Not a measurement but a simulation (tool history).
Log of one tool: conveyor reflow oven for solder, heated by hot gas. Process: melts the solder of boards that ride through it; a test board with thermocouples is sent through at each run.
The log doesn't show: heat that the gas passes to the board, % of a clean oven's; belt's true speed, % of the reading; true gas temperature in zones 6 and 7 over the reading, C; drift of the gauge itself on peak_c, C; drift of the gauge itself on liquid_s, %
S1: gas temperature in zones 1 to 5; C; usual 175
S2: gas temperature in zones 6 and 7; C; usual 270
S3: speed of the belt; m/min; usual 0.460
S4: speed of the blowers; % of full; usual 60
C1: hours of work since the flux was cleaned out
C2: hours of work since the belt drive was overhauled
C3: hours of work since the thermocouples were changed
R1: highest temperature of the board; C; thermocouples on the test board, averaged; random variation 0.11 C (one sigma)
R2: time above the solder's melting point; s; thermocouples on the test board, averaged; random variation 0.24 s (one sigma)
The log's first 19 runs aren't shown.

run 20 hour=749.3 | S1=185 S2=270 S3=0.472 S4=80 | C1=238 C2=758 C3=559 | R1=258.7 R2=66.6
run 21 hour=778.6 | S1=165 S2=279 S3=0.467 S4=52 | C1=253 C2=773 C3=574 | R1=257.3 R2=59.1
-- hour=826.7 flux residue cleaned out of gas plates and filters
run 22 hour=832.9 | S1=165 S2=279 S3=0.467 S4=52 | C1=3 C2=798 C3=599 | R1=259.7 R2=60.8
run 23 hour=878.4 | S1=188 S2=267 S3=0.417 S4=76 | C1=26 C2=821 C3=622 | R1=260.1 R2=79.4
run 24 hour=904.3 | S1=163 S2=271 S3=0.417 S4=65 | C1=39 C2=834 C3=636 | R1=259.2 R2=68.2
run 25 hour=941.8 | S1=168 S2=274 S3=0.394 S4=60 | C1=59 C2=853 C3=655 | R1=263.3 R2=77.3
run 26 hour=970.8 | S1=175 S2=273 S3=0.383 S4=58 | C1=73 C2=868 C3=669 | R1=263.4 R2=82.7
run 27 hour=1007.3 | S1=175 S2=270 S3=0.460 S4=80 | C1=92 C2=887 C3=688 | R1=259.5 R2=66.4
run 28 hour=1055.1 | S1=175 S2=270 S3=0.460 S4=80 | C1=116 C2=911 C3=712 | R1=259.2 R2=66.3
run 29 hour=1087.7 | S1=169 S2=278 S3=0.380 S4=80 | C1=133 C2=928 C3=729 | R1=270.6 R2=85.1
run 30 hour=1121.3 | S1=160 S2=278 S3=0.476 S4=80 | C1=150 C2=945 C3=746 | R1=263.2 R2=61.2
run 31 hour=1148.0 | S1=165 S2=260 S3=0.397 S4=56 | C1=163 C2=958 C3=760 | R1=248.4 R2=63.8
run 32 hour=1195.3 | S1=175 S2=270 S3=0.435 S4=56 | C1=188 C2=982 C3=784 | R1=256.4 R2=67.5

3 ways to go on from here, each from the tool as it stands after run 32. What would each give?
run A hour=1238.9 | S1=175 S2=281 S3=0.460 S4=77 | C1=210 C2=1005 C3=806 | R1=? R2=?
run B hour=1238.9 | S1=171 S2=278 S3=0.492 S4=60 | C1=210 C2=1005 C3=806 | R1=? R2=?
run C hour=1238.9 | S1=186 S2=270 S3=0.460 S4=60 | C1=210 C2=1005 C3=806 | R1=? R2=?

run=A R1=268.2 R2=70.5
run=B R1=259.1 R2=59.3
run=C R1=257.2 R2=68.5
Without the tool's hidden state the same runs would have given:
run=A R1=267.9 R2=68.5
run=B R1=258.8 R2=57.6
run=C R1=256.6 R2=66.4
